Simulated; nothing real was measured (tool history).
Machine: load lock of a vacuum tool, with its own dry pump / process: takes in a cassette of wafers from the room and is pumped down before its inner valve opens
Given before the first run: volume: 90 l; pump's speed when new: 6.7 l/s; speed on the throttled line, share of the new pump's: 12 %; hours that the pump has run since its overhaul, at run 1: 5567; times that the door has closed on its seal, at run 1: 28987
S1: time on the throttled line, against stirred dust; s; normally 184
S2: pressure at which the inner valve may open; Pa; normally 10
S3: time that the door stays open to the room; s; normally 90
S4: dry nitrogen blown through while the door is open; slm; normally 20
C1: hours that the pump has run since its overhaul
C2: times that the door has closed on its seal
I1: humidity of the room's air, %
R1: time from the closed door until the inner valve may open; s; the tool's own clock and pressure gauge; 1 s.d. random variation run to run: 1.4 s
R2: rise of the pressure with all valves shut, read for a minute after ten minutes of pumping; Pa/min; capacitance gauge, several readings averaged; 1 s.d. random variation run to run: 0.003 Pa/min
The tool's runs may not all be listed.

run     hour   S1  S2   S3  S4     C1     C2    I1     R1     R2
  1        0  184  10   90  20   5567  28987  44.1  301.1  0.278
  2      516  184  10   90  20   6083  30641  42.2    301  0.299
  3    992.8  184  10   90  20   6560  32169    46  301.8  0.328
  4   1293.5  184  10   90  20   6860  33133  50.1    301  0.342
  5   1688.3  184  10   90  20   7255  34399  42.5  303.8  0.356
  6   1967.9  184  10   90  20   7535  35295  44.1  305.1   0.36
  7   2332.6  184  10   90  20   7899  36464  44.9  303.4  0.384
  8     2840  184  10   90  20   8407  38091  41.6  306.6  0.398
  9   3126.2  184  10   90  20   8693  39008  45.2  307.5  0.423
 10   3570.4  184  10   90  20   9137  40432  44.4  309.2  0.441
 11   3884.1  184  10   90  20   9451  41438  45.8  309.1  0.463
 12   4374.6  184  10   90  20   9941  43010  42.6  308.5  0.487
 13     4649  184  10   90  20  10216  43890  44.2  309.8  0.505
 14   4912.8  184  10   90  20  10480  44736  44.5    310   0.53
 15   5430.6  184  10   90  20  10997  46395  41.8    314  0.536
 16   5883.4  184  10   90  20  11450  47847    45  312.5  0.572
 17   6369.2  184   7   90  20  11936  49404  47.9  324.2  0.599
 18   6817.1  184   7   90  20  12384  50840  43.9  323.8   0.62
 19   7062.8  315  10   90  20  12630  51627  45.7  426.7  0.655
      7440.4  -- door's seal changed, seat wiped
 20     7557  184   8   90  20  13122    374  44.4  324.1  0.032
 21     8004  184   8   90  20  13569   1807    46  327.1  0.036
 22   8334.5  184  10   90  23  13900   2866  45.9  321.9  0.036
 23     8793  259  10   82  23  14358   4336  44.3  390.5  0.044
        8833  -- dry pump taken out, an overhauled one fitted
 24   9286.4  259  10  152  23    453   5899  45.2  353.7  0.056
 25   9800.5  254  12   90  20    968   7547  45.7    348  0.063
 26  10323.6  254  12   90  20   1491   9223  42.4    346  0.065
 27  10690.4  254  12   90  20   1857  10399  44.3  348.2  0.082
 28  11184.2  254  12   90  30   2351  11982  41.6  348.8   0.08
 29  11485.3  271  12  205  30   2652  12947  43.4  362.2  0.101
 30  11756.4   93  10   90  18   2923  13816  47.1  213.7  0.108
 31  12081.5  202  10   81  18   3248  14859  43.8  306.4  0.114
 32  12354.5  110  20   90  20   3522  15734  47.6  217.8  0.116
 33  12784.5  117   9  104  20   3951  17112  45.5    238   0.14
 34  13104.6  155  16  122   6   4272  18139  45.1  262.7   0.16
 35  13329.7  155  16  122   6   4497  18860  41.2    261  0.163
 36  13780.1  251  16  122   7   4947  20304  44.6  346.4  0.177
 37  14212.8  184  12   53  20   5380  21691  45.5  293.9  0.174

The logged runs with the hidden state left out (each run's random variation unchanged):
Hidden conditions of the tool in this case: pump's speed, % of a new pump's; leak at the door's seal, Pa l/s; drift of the gauge itself on ready_s, %; drift of the gauge itself on rise_pa_min, %.
run     R1     R2
  1  288.7  0.026
  2  287.4  0.022
  3  287.2  0.027
  4  285.7  0.025
  5  287.5  0.027
  6    288  0.023
  7  285.6  0.027
  8  287.5  0.021
  9  287.8  0.027
 10    288  0.028
 11  287.1   0.03
 12  285.3  0.025
 13    286   0.03
 14  285.5  0.028
 15  287.7  0.015
 16  285.1  0.026
 17  293.4  0.026
 18  291.7  0.024
 19  400.4  0.033
 20  290.6  0.031
 21  292.1   0.03
 22  287.4  0.025
 23  357.3  0.027
 24  353.5  0.031
 25  346.9  0.028
 26  344.1  0.021
 27  345.6   0.03
 28  345.4  0.016
 29  358.4  0.032
 30  208.2  0.029
 31  300.9  0.026
 32  211.7  0.025
 33  230.2   0.03
 34  254.9  0.042
 35  252.7  0.041
 36  338.3  0.041
 37  283.7  0.022

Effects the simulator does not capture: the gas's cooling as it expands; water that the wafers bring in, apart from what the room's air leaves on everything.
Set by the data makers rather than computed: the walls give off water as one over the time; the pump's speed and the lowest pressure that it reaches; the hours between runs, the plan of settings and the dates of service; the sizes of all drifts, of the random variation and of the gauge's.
